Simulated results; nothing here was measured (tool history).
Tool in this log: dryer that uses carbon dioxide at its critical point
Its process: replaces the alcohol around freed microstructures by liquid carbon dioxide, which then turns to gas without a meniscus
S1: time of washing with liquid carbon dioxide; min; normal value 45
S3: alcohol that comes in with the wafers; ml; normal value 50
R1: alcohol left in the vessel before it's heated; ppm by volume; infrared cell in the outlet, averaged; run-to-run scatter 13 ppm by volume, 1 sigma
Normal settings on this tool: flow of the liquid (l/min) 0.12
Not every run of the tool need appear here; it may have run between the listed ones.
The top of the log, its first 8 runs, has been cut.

{"run": 9, "day": 3.1, "S1": 45, "flow of the liquid (l/min)": 0.09, "S3": 50, "R1": 2555}
{"run": 10, "day": 3.596, "S1": 45, "flow of the liquid (l/min)": 0.164, "S3": 50, "R1": 296}
{"run": 11, "day": 3.9, "S1": 45, "flow of the liquid (l/min)": 0.12, "S3": 50, "R1": 937}
{"run": 12, "day": 4.288, "S1": 45, "flow of the liquid (l/min)": 0.12, "S3": 50, "R1": 1005}
{"run": 13, "day": 4.621, "S1": 45, "flow of the liquid (l/min)": 0.12, "S3": 50, "R1": 1002}
{"run": 14, "day": 4.962, "S1": 45, "flow of the liquid (l/min)": 0.12, "S3": 66, "R1": 1277}
{"run": 15, "day": 5.312, "S1": 59, "flow of the liquid (l/min)": 0.12, "S3": 50, "R1": 370}
{"run": 16, "day": 5.679, "S1": 42, "flow of the liquid (l/min)": 0.12, "S3": 21, "R1": 619}
{"run": 17, "day": 6.033, "S1": 42, "flow of the liquid (l/min)": 0.12, "S3": 21, "R1": 620}
{"run": 18, "day": 6.279, "S1": 42, "flow of the liquid (l/min)": 0.164, "S3": 37, "R1": 332}
{"run": 19, "day": 6.858, "S1": 45, "flow of the liquid (l/min)": 0.12, "S3": 31, "R1": 719}
{"run": 20, "day": 7.208, "S1": 38, "flow of the liquid (l/min)": 0.095, "S3": 38, "R1": 2854}
{"run": 21, "day": 7.625, "S1": 38, "flow of the liquid (l/min)": 0.095, "S3": 38, "R1": 2913}
{"run": 22, "day": 7.904, "S1": 50, "flow of the liquid (l/min)": 0.131, "S3": 27, "R1": 358}
{"run": 23, "day": 8.35, "S1": 33, "flow of the liquid (l/min)": 0.131, "S3": 55, "R1": 2422}
{"run": 24, "day": 8.833, "S1": 33, "flow of the liquid (l/min)": 0.131, "S3": 77, "R1": 3353}
{"run": 25, "day": 9.354, "S1": 33, "flow of the liquid (l/min)": 0.131, "S3": 77, "R1": 3452}
{"run": 26, "day": 9.862, "S1": 33, "flow of the liquid (l/min)": 0.131, "S3": 77, "R1": 3404}
{"run": 27, "day": 10.433, "S1": 70, "flow of the liquid (l/min)": 0.12, "S3": 28, "R1": 199}
{"run": 28, "day": 10.704, "S1": 41, "flow of the liquid (l/min)": 0.161, "S3": 85, "R1": 835}
{"run": 29, "day": 11.2, "S1": 56, "flow of the liquid (l/min)": 0.131, "S3": 40, "R1": 344}
{"run": 30, "day": 11.479, "S1": 56, "flow of the liquid (l/min)": 0.134, "S3": 40, "R1": 328}

Each row is a separate what-if for the run after 30, all from the same tool condition, not one after another. Results?
{"run": "A", "day": 11.979, "S1": 33, "flow of the liquid (l/min)": 0.083, "S3": 31, "R1": "?"}
{"run": "B", "day": 11.979, "S1": 56, "flow of the liquid (l/min)": 0.134, "S3": 81, "R1": "?"}
{"run": "C", "day": 11.979, "S1": 56, "flow of the liquid (l/min)": 0.081, "S3": 26, "R1": "?"}
{"run": "D", "day": 11.979, "S1": 45, "flow of the liquid (l/min)": 0.12, "S3": 50, "R1": "?"}

run=A R1=4637
run=B R1=504
run=C R1=1220
run=D R1=1186
With no hidden state in the tool, these same runs would have given:
run=A R1=3932
run=B R1=249
run=C R1=862
run=D R1=797

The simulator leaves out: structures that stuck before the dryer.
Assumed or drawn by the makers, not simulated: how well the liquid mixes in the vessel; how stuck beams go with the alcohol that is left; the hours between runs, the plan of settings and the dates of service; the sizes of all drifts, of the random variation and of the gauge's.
